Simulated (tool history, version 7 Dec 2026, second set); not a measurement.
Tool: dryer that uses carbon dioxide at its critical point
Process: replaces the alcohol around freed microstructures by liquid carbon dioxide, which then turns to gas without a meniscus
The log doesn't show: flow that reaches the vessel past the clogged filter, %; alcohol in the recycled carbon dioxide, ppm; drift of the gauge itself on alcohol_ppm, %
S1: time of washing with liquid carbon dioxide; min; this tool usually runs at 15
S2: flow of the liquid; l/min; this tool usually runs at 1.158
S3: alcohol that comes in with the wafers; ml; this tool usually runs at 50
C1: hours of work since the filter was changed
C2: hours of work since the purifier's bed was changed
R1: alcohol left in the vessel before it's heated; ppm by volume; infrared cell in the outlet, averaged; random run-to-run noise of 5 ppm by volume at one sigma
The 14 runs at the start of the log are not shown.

{"run": 15, "hour": 185.5, "S1": 10, "S2": 1.158, "S3": 50, "C1": 241, "C2": 155, "R1": 247}
{"run": 16, "hour": 194.9, "S1": 10, "S2": 1.158, "S3": 50, "C1": 248, "C2": 162, "R1": 236}
{"run": 17, "hour": 207.5, "S1": 10, "S2": 1.158, "S3": 50, "C1": 258, "C2": 172, "R1": 250}
{"run": 18, "hour": 220.8, "S1": 15, "S2": 1.158, "S3": 50, "C1": 269, "C2": 183, "R1": 93}
{"run": 19, "hour": 231.1, "S1": 15, "S2": 1.158, "S3": 50, "C1": 277, "C2": 191, "R1": 102}
{"run": 20, "hour": 247.9, "S1": 15, "S2": 1.158, "S3": 50, "C1": 290, "C2": 204, "R1": 100}
{"run": 21, "hour": 264.4, "S1": 15, "S2": 1.158, "S3": 50, "C1": 303, "C2": 217, "R1": 102}
{"run": 22, "hour": 273.3, "S1": 15, "S2": 1.158, "S3": 50, "C1": 310, "C2": 224, "R1": 104}
{"run": 23, "hour": 290.0, "S1": 15, "S2": 1.158, "S3": 50, "C1": 323, "C2": 237, "R1": 116}
{"run": 24, "hour": 300.4, "S1": 15, "S2": 1.9, "S3": 37, "C1": 331, "C2": 246, "R1": 99}
{"run": 25, "hour": 318.8, "S1": 23, "S2": 1.9, "S3": 38, "C1": 346, "C2": 260, "R1": 111}
{"run": 26, "hour": 332.1, "S1": 13, "S2": 1.17, "S3": 59, "C1": 356, "C2": 271, "R1": 173}

What will run 27 give?
{"run": 27, "hour": 341.0, "S1": 18, "S2": 0.9, "S3": 50, "C1": 363, "C2": 278, "R1": "?"}

Run 27 gave R1 144 ppm by volume.
Were there no unlogged condition in the tool, this run, its random variation unchanged, would have produced R1 19 ppm by volume.
